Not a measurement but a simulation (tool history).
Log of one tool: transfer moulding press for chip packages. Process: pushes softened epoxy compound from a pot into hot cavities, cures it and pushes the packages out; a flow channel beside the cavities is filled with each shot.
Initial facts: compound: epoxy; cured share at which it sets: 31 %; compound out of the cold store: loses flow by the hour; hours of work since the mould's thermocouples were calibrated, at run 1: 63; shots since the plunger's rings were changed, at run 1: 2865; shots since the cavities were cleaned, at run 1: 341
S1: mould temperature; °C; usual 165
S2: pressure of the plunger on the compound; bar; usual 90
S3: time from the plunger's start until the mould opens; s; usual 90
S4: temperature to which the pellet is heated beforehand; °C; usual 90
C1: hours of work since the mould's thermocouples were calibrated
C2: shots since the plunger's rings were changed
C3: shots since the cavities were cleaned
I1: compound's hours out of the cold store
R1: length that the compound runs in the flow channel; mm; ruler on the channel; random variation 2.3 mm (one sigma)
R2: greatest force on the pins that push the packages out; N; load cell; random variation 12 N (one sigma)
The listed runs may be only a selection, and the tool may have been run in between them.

run    hour   S1     S2   S3  S4   C1    C2   C3    I1    R1    R2
  1       0  165     90   90  90   63  2865  341  28.6   899   588
       11.9  -- cavities cleaned with cleaning compound and waxed
       46.1  -- plunger's sealing rings changed
       53.8  -- cavities cleaned with cleaning compound and waxed
  2    78.2  165     90   90  95  107   375  299  29.9   893   577
       93.9  -- cavities cleaned with cleaning compound and waxed
      137.8  -- cavities cleaned with cleaning compound and waxed
  3   154.5  165     90   90  90  152  1273  205  38.9   852   571
      180.7  -- cavities cleaned with cleaning compound and waxed
  4   214.9  165     90   90  90  188  1994  419    13   984   643
      220.7  -- cavities cleaned with cleaning compound and waxed
        266  -- cavities cleaned with cleaning compound and waxed
  5   271.8  165     90   90  90  221  2653   71  17.5   955   613
      308.7  -- cavities cleaned with cleaning compound and waxed
        332  -- plunger's sealing rings changed
  6     343  165     90   90  90  262   135  389  14.1   978   636
      353.9  -- cavities cleaned with cleaning compound and waxed
        396  -- cavities cleaned with cleaning compound and waxed
  7   424.1  165     90   90  90  309  1091  343  39.5   845   578
      441.7  -- cavities cleaned with cleaning compound and waxed
  8   460.9  165     90   90  90  331  1523  234    27   906   616
      481.5  -- cavities cleaned with cleaning compound and waxed
        523  -- cavities cleaned with cleaning compound and waxed
  9     523  165     90   90  90  367  2247    0   9.3  1008   642
        562  -- cavities cleaned with cleaning compound and waxed
 10   596.5  165     90   90  90  411  3128  421  29.8   894   604
      604.2  -- cavities cleaned with cleaning compound and waxed
      617.7  -- plunger's sealing rings changed
      647.5  -- cavities cleaned with cleaning compound and waxed
 11   647.5  165     90   90  90  439   347    0  17.7   957   611
      690.3  -- cavities cleaned with cleaning compound and waxed
 12     703  165  103.4   90  90  472  1008  155  11.9  1063   618
      731.2  -- cavities cleaned with cleaning compound and waxed
        771  -- cavities cleaned with cleaning compound and waxed
 13   778.5  165     90   90  90  516  1896   92  46.4   813   568
      814.5  -- cavities cleaned with cleaning compound and waxed
 14   831.2  168     90   90  94  547  2522  204  47.2   795   494
      854.1  -- cavities cleaned with cleaning compound and waxed
      896.1  -- cavities cleaned with cleaning compound and waxed
      903.3  -- plunger's sealing rings changed
 15   903.3  168  106.3   90  89  588     0   58  36.1   919   513
      939.8  -- cavities cleaned with cleaning compound and waxed
 16     948  168  106.3   90  89  614   529  101  37.7   914   499
      985.5  -- cavities cleaned with cleaning compound and waxed
 17  1011.4  165   96.1   78  94  652  1286  317  29.8   918   773
     1027.4  -- cavities cleaned with cleaning compound and waxed
 18  1062.1  165   85.8   78  88  682  1888  425  27.3   886   813
     1068.2  -- cavities cleaned with cleaning compound and waxed
 19  1098.8  164   83.6   90  90  703  2319  375  17.8   930   647
     1107.5  -- cavities cleaned with cleaning compound and waxed
     1153.6  -- cavities cleaned with cleaning compound and waxed
 20  1166.4  164   83.6   90  90  743  3111  158    12   955   672
     1194.7  -- plunger's sealing rings changed
     1196.2  -- cavities cleaned with cleaning compound and waxed
 21  1212.8  161  104.3   90  90  769   203  203  22.5  1022   829
     1242.3  -- cavities cleaned with cleaning compound and waxed
 22  1250.9  161  104.3   90  90  791   651  105  30.6   978   810
     1282.9  -- cavities cleaned with cleaning compound and waxed
     1322.7  -- cavities cleaned with cleaning compound and waxed
 23  1324.4  158   80.8   83  89  834  1514   20  28.9   882  1240
 24  1356.8  165     90  109  90  854  1911  417  17.9   957   489
       1364  -- cavities cleaned with cleaning compound and waxed
 25  1399.4  169     90  101  90  879  2414  433  47.1   792   475

Measured minus without-hidden-state, run by run (identical run-to-run variation in each term; gauge scatter may differ):
The hidden state here: true mould temperature over the reading, C; pressure that reaches the compound, % of what is set; grip of the stained cavities, % over clean ones'; drift of the gauge itself on flow_mm, %; drift of the gauge itself on push_out_n, %.
run   R2
  1   +7
  2   +6
  3   +5
  4   +9
  5   +2
  6   +8
  7   +7
  8   +6
  9   +1
 10   +8
 11   +0
 12   +5
 13   +3
 14   +5
 15   +2
 16   +3
 17   +9
 18  +12
 19   +9
 20   +6
 21   +8
 22   +6
 23   +3
 24   +7
 25   +7
R1 without the hidden state stays within 1 mm of what was measured, in all runs.
